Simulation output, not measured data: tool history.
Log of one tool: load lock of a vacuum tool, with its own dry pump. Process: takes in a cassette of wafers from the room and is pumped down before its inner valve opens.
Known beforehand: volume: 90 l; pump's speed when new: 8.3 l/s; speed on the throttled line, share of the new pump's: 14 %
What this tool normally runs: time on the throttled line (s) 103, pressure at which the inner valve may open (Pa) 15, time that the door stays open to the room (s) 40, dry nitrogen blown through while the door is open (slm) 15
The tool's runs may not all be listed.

run,day,time on the throttled line (s),pressure at which the inner valve may open (Pa),time that the door stays open to the room (s),dry nitrogen blown through while the door is open (slm),"incoming humidity of the room's air, %",time from the closed door until the inner valve may open (s),rise of the pressure with all valves shut (Pa/min)
1,0,103,15,40,15,44.1,187.8,0.019
2,23.396,103,15,40,15,46.1,186.4,0.023
3,41.017,103,15,40,15,43,185.2,0.014
4,59.154,103,15,40,15,43.3,185.8,0.016
5,82.958,103,15,40,15,43.5,183.8,0.021
# day 103.012: dry pump taken out, an overhauled one fitted
6,104.862,183,15,40,15,44.3,252.8,0.019
7,125.288,183,15,40,15,46.5,255.2,0.019
8,141.867,103,15,40,15,45.9,185.7,0.017
9,155.408,103,15,29,15,46.6,184.4,0.014
10,180.217,103,15,29,15,49.4,185.8,0.015
11,194.938,103,15,29,15,42.7,185.9,0.017
12,213.875,103,15,143,15,43.9,185.6,0.037
13,240.046,103,15,143,15,45.3,184.4,0.037
# day 248.854: door's seal changed, seat wiped
14,253.825,103,15,143,15,48.4,185.4,0.042
15,269.271,103,15,143,15,45,185.5,0.043
16,284.521,103,15,143,15,43.9,184.1,0.038
17,311.496,103,15,143,15,44.5,186.1,0.035
18,332.379,103,20,40,15,45.5,183.1,0.019
19,353.267,103,27,40,15,47.7,178.7,0.018
20,371.621,74,29,50,11,43.8,154,0.018
21,400.042,103,15,92,15,46.8,186.1,0.035
22,419.604,103,15,92,15,43.8,184.8,0.029
23,443.342,103,13,31,26,43.6,188.9,0.015
24,462.804,74,13,58,4,44.2,162.8,0.028
25,478.258,103,10,40,15,45.2,192.1,0.021
26,496.492,103,15,40,4,46.7,185.1,0.021
27,511.05,106,21,86,4,46.5,184.6,0.038
28,522.996,100,17,40,17,44.4,181.6,0.016
29,543.396,204,20,145,24,44,269.4,0.034
# day 563.85: door's seal changed, seat wiped
30,572.171,204,20,145,24,45.5,268.8,0.037
31,593.346,204,29,145,24,45.5,265.5,0.034
32,616.054,103,24,40,15,45.8,180.5,0.019
33,637.254,135,20,40,45,41.4,210.6,0.015
34,653.025,135,20,40,45,45.5,208.4,0.011
# day 669.317: dry pump taken out, an overhauled one fitted
35,675.696,135,20,40,45,44.1,211.5,0.007
36,695.275,167,15,40,12,42.4,240.4,0.018

Branching from run 36: 4 alternative next runs. What would each branch give?
A,712.788,103,15,52,11,42.5,?,?
B,712.788,103,11,40,15,49.9,?,?
C,712.788,147,15,75,12,45.5,?,?
D,712.788,107,15,40,15,47.1,?,?

run,time from the closed door until the inner valve may open (s),rise of the pressure with all valves shut (Pa/min)
A,186.6,0.02
B,189.5,0.023
C,221.5,0.027
D,188.6,0.024
Stripped of hidden state, with their random variation kept, the same runs would have yielded:
run,time from the closed door until the inner valve may open (s),rise of the pressure with all valves shut (Pa/min)
A,186.6,0.019
B,189.5,0.023
C,221.5,0.027
D,188.6,0.023
